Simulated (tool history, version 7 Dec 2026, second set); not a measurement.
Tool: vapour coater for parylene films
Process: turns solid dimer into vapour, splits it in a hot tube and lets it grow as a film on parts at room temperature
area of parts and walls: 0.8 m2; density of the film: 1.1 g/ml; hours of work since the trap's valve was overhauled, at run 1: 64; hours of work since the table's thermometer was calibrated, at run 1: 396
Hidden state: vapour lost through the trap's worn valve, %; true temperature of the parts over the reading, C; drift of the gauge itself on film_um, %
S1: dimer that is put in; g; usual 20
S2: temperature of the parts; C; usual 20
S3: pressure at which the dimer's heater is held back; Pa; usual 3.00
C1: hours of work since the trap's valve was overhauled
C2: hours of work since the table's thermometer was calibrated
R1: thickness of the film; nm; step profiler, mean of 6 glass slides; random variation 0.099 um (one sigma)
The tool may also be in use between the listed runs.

Run 1, day 0.000: usual settings; C1 64; C2 396. Result: R1 12060 nm.
Run 2, day 0.833: usual settings but S3 7.27 Pa; C1 77; C2 409. Result: R1 11020 nm.
Run 3, day 1.629: usual settings but S3 7.27 Pa; C1 90; C2 421. Result: R1 11170 nm.
Run 4, day 2.496: usual settings but S3 7.27 Pa; C1 103; C2 435. Result: R1 11240 nm.
Run 5, day 3.400: usual settings but S2 21 C; C1 117; C2 449. Result: R1 11490 nm.
Run 6, day 3.821: usual settings; C1 124; C2 455. Result: R1 11890 nm.
Run 7, day 4.812: usual settings but S1 35 g; C1 139; C2 471. Result: R1 21070 nm.
Run 8, day 5.250: usual settings but S2 31 C; C1 146; C2 477. Result: R1 8690 nm.
Run 9, day 6.104: usual settings but S2 31 C; C1 159; C2 491. Result: R1 8560 nm.
Run 10, day 7.083: usual settings; C1 175; C2 506. Result: R1 12070 nm.
Run 11, day 7.521: usual settings but S2 24 C; C1 181; C2 513. Result: R1 10710 nm.
Run 12, day 8.383: usual settings but S2 24 C; C1 195; C2 526. Result: R1 10830 nm.
Run 13, day 8.846: usual settings but S2 24 C; C1 202; C2 534. Result: R1 10620 nm.
Run 14, day 9.696: usual settings but S2 24 C; C1 215; C2 547. Result: R1 10480 nm.
Run 15, day 10.575: usual settings but S2 24 C; C1 229; C2 560. Result: R1 10590 nm.
Run 16, day 11.550: usual settings but S2 24 C; C1 244; C2 576. Result: R1 10660 nm.
Run 17, day 12.512: usual settings; C1 259; C2 591. Result: R1 12080 nm.
Run 18, day 13.508: usual settings; C1 275; C2 606. Result: R1 12020 nm.
At day 14.171: trap's valve overhauled.
Run 19, day 14.196: usual settings; C1 0; C2 614. Result: R1 12090 nm.
Run 20, day 14.996: usual settings but S2 18 C; C1 13; C2 627. Result: R1 12960 nm.
Run 21, day 15.417: usual settings but S2 18 C; C1 19; C2 633. Result: R1 13000 nm.
Run 22, day 16.288: usual settings but S2 18 C; C1 33; C2 647. Result: R1 12860 nm.
Run 23, day 17.292: usual settings; C1 49; C2 662. Result: R1 12190 nm.
Run 24, day 17.754: usual settings; C1 56; C2 670. Result: R1 12130 nm.
Run 25, day 18.417: usual settings but S1 23 g, S2 23 C, S3 9.81 Pa; C1 66; C2 680. Result: R1 11300 nm.
Run 26, day 19.004: usual settings but S3 4.61 Pa; C1 75; C2 689. Result: R1 11880 nm.
Run 27, day 19.904: usual settings but S3 4.61 Pa; C1 89; C2 703. Result: R1 11600 nm.
Run 28, day 20.750: usual settings but S2 16 C, S3 4.17 Pa; C1 102; C2 716. Result: R1 13180 nm.
Run 29, day 21.429: usual settings but S1 23 g, S2 19 C, S3 5.52 Pa; C1 113; C2 727. Result: R1 13460 nm.
Run 30, day 22.358: usual settings but S1 17 g, S2 19 C, S3 5.52 Pa; C1 128; C2 741. Result: R1 9990 nm.
Run 31, day 23.238: usual settings but S1 10 g, S2 21 C, S3 8.86 Pa; C1 141; C2 755. Result: R1 5360 nm.

Forecast run 32:
Run 32, day 24.154: usual settings but S2 29 C, S3 10.81 Pa; C1 155; C2 769. Result: R1 ?.

Run 32 gave R1 8110 nm.
Without the tool's hidden state the same run would have given R1 8140 nm.
